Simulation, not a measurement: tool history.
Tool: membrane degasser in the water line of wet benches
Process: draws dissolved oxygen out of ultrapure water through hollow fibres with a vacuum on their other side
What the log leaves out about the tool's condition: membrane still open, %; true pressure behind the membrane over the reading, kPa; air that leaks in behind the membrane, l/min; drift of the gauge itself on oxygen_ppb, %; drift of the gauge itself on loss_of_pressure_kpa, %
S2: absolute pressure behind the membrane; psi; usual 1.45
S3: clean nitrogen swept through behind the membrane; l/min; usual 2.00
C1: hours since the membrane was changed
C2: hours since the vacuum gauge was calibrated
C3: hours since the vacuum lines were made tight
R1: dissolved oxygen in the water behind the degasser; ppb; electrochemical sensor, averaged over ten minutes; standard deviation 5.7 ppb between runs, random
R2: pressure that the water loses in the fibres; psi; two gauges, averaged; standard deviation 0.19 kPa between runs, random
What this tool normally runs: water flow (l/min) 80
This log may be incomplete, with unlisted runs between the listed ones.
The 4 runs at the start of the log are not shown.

{"run": 5, "day": 8.0, "water flow (l/min)": 77, "S2": 1.45, "S3": 2.0, "C1": 3069, "C2": 2918, "C3": 11954, "R1": 557.2, "R2": 5.263}
{"run": 6, "day": 10.508, "water flow (l/min)": 77, "S2": 1.45, "S3": 2.0, "C1": 3129, "C2": 2978, "C3": 12014, "R1": 551.1, "R2": 5.282}
{"run": 7, "day": 13.262, "water flow (l/min)": 77, "S2": 2.71, "S3": 2.0, "C1": 3195, "C2": 3045, "C3": 12080, "R1": 1107.0, "R2": 5.314}
{"run": 8, "day": 16.117, "water flow (l/min)": 98, "S2": 1.45, "S3": 2.0, "C1": 3264, "C2": 3113, "C3": 12149, "R1": 733.4, "R2": 6.799}
{"run": 9, "day": 18.138, "water flow (l/min)": 80, "S2": 1.07, "S3": 2.0, "C1": 3312, "C2": 3162, "C3": 12197, "R1": 378.1, "R2": 5.513}
{"run": 10, "day": 21.233, "water flow (l/min)": 80, "S2": 1.07, "S3": 2.0, "C1": 3387, "C2": 3236, "C3": 12272, "R1": 383.3, "R2": 5.48}
{"run": 11, "day": 22.658, "water flow (l/min)": 80, "S2": 1.07, "S3": 2.0, "C1": 3421, "C2": 3270, "C3": 12306, "R1": 391.0, "R2": 5.526}
{"run": 12, "day": 25.608, "water flow (l/min)": 80, "S2": 1.07, "S3": 2.0, "C1": 3492, "C2": 3341, "C3": 12377, "R1": 385.9, "R2": 5.52}
{"run": 13, "day": 27.7, "water flow (l/min)": 80, "S2": 1.07, "S3": 2.0, "C1": 3542, "C2": 3391, "C3": 12427, "R1": 392.3, "R2": 5.495}
{"run": 14, "day": 29.35, "water flow (l/min)": 80, "S2": 1.07, "S3": 2.0, "C1": 3581, "C2": 3431, "C3": 12466, "R1": 384.8, "R2": 5.514}
{"day": 29.554, "done": "vacuum gauge calibrated"}
{"run": 15, "day": 32.175, "water flow (l/min)": 80, "S2": 1.45, "S3": 2.0, "C1": 3649, "C2": 63, "C3": 12534, "R1": 576.3, "R2": 5.49}
{"run": 16, "day": 33.75, "water flow (l/min)": 80, "S2": 1.45, "S3": 2.0, "C1": 3686, "C2": 101, "C3": 12572, "R1": 578.0, "R2": 5.503}
{"run": 17, "day": 36.329, "water flow (l/min)": 71, "S2": 1.45, "S3": 1.39, "C1": 3748, "C2": 163, "C3": 12633, "R1": 658.3, "R2": 4.856}
{"run": 18, "day": 37.9, "water flow (l/min)": 53, "S2": 1.61, "S3": 1.35, "C1": 3786, "C2": 200, "C3": 12671, "R1": 602.7, "R2": 3.629}
{"run": 19, "day": 39.879, "water flow (l/min)": 50, "S2": 1.22, "S3": 0.8, "C1": 3834, "C2": 248, "C3": 12719, "R1": 560.6, "R2": 3.459}
{"run": 20, "day": 42.192, "water flow (l/min)": 127, "S2": 1.22, "S3": 0.8, "C1": 3889, "C2": 303, "C3": 12774, "R1": 1254.8, "R2": 8.773}
{"run": 21, "day": 44.9, "water flow (l/min)": 81, "S2": 1.04, "S3": 0.8, "C1": 3954, "C2": 368, "C3": 12839, "R1": 636.3, "R2": 5.559}
{"run": 22, "day": 46.5, "water flow (l/min)": 81, "S2": 2.52, "S3": 0.8, "C1": 3992, "C2": 407, "C3": 12878, "R1": 1911.2, "R2": 5.604}
{"day": 47.1, "done": "vacuum gauge calibrated, once more"}
{"run": 23, "day": 49.696, "water flow (l/min)": 89, "S2": 2.52, "S3": 1.08, "C1": 4069, "C2": 62, "C3": 12954, "R1": 1742.6, "R2": 6.067}
{"run": 24, "day": 53.033, "water flow (l/min)": 123, "S2": 3.61, "S3": 4.18, "C1": 4149, "C2": 142, "C3": 13034, "R1": 1421.1, "R2": 8.45}
{"run": 25, "day": 56.188, "water flow (l/min)": 87, "S2": 1.45, "S3": 2.0, "C1": 4225, "C2": 218, "C3": 13110, "R1": 636.7, "R2": 6.047}

The next listed run, before its measurement:
{"run": 26, "day": 59.158, "water flow (l/min)": 62, "S2": 1.64, "S3": 1.04, "C1": 4296, "C2": 289, "C3": 13181, "R1": "?", "R2": "?"}

Run 26 produced R1 831.6 ppb, R2 4.300 psi.
If the tool had no hidden condition, the same run with the same run-to-run variation would have returned R1 830.2 ppb, R2 4.197 psi.

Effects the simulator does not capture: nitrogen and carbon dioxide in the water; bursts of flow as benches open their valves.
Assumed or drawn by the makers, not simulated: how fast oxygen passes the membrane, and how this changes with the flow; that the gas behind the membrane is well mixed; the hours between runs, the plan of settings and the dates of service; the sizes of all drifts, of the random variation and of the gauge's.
